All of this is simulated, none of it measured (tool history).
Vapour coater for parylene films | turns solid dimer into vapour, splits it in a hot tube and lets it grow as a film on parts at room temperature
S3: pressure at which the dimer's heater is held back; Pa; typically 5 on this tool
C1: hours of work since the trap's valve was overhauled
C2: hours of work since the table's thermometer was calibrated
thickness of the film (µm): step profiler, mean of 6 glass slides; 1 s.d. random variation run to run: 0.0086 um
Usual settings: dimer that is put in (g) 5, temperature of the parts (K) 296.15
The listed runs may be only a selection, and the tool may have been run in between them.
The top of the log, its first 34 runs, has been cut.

Run 35, hour 401.4: usual settings but dimer that is put in (g) 6, temperature of the parts (K) 298.15, S3 7.77 Pa; C1 541; C2 731. Result: thickness of the film (µm) 1.096.
Run 36, hour 410.8: usual settings but dimer that is put in (g) 3, S3 2.22 Pa; C1 548; C2 738. Result: thickness of the film (µm) 0.702.
Run 37, hour 425.3: usual settings but S3 6.61 Pa; C1 558; C2 748. Result: thickness of the film (µm) 0.988.
Run 38, hour 440.2: usual settings but dimer that is put in (g) 3, temperature of the parts (K) 301.15, S3 6.23 Pa; C1 569; C2 759. Result: thickness of the film (µm) 0.538.
Run 39, hour 448.9: usual settings but dimer that is put in (g) 2, temperature of the parts (K) 290.15; C1 575; C2 765. Result: thickness of the film (µm) 0.464.
Run 40, hour 463.8: usual settings but S3 3.37 Pa; C1 586; C2 776. Result: thickness of the film (µm) 1.076.
Run 41, hour 477.5: usual settings but S3 3.37 Pa; C1 596; C2 786. Result: thickness of the film (µm) 1.08.
Run 42, hour 485.7: usual settings but dimer that is put in (g) 3, S3 3.37 Pa; C1 602; C2 792. Result: thickness of the film (µm) 0.627.
Run 43, hour 502.5: usual settings but dimer that is put in (g) 3, S3 3.37 Pa; C1 614; C2 804. Result: thickness of the film (µm) 0.647.
Run 44, hour 513.2: usual settings but dimer that is put in (g) 3, temperature of the parts (K) 305.15, S3 4.4 Pa; C1 622; C2 812. Result: thickness of the film (µm) 0.512.
Run 45, hour 529.6: usual settings but dimer that is put in (g) 3, temperature of the parts (K) 305.15, S3 4.4 Pa; C1 634; C2 824. Result: thickness of the film (µm) 0.512.
Run 46, hour 540.2: usual settings but S3 6.9 Pa; C1 641; C2 831. Result: thickness of the film (µm) 0.966.
Run 47, hour 547.1: usual settings but S3 6.9 Pa; C1 646; C2 836. Result: thickness of the film (µm) 0.944.

What if the next run were any one of these 3? Each begins from the tool's condition after run 47:
Run A, hour 562.5: usual settings but dimer that is put in (g) 3; C1 658; C2 847. Result: thickness of the film (µm) ?.
Run B, hour 562.5: usual settings but temperature of the parts (K) 298.15, S3 6.9 Pa; C1 658; C2 847. Result: thickness of the film (µm) ?.
Run C, hour 562.5: usual settings but temperature of the parts (K) 289.15, S3 6.9 Pa; C1 658; C2 847. Result: thickness of the film (µm) ?.

run  thickness of the film (µm)
  A                       0.618
  B                       0.909
  C                       1.107
Without the tool's hidden state the same runs would have given:
run  thickness of the film (µm)
  A                       0.712
  B                        1.05
  C                       1.277
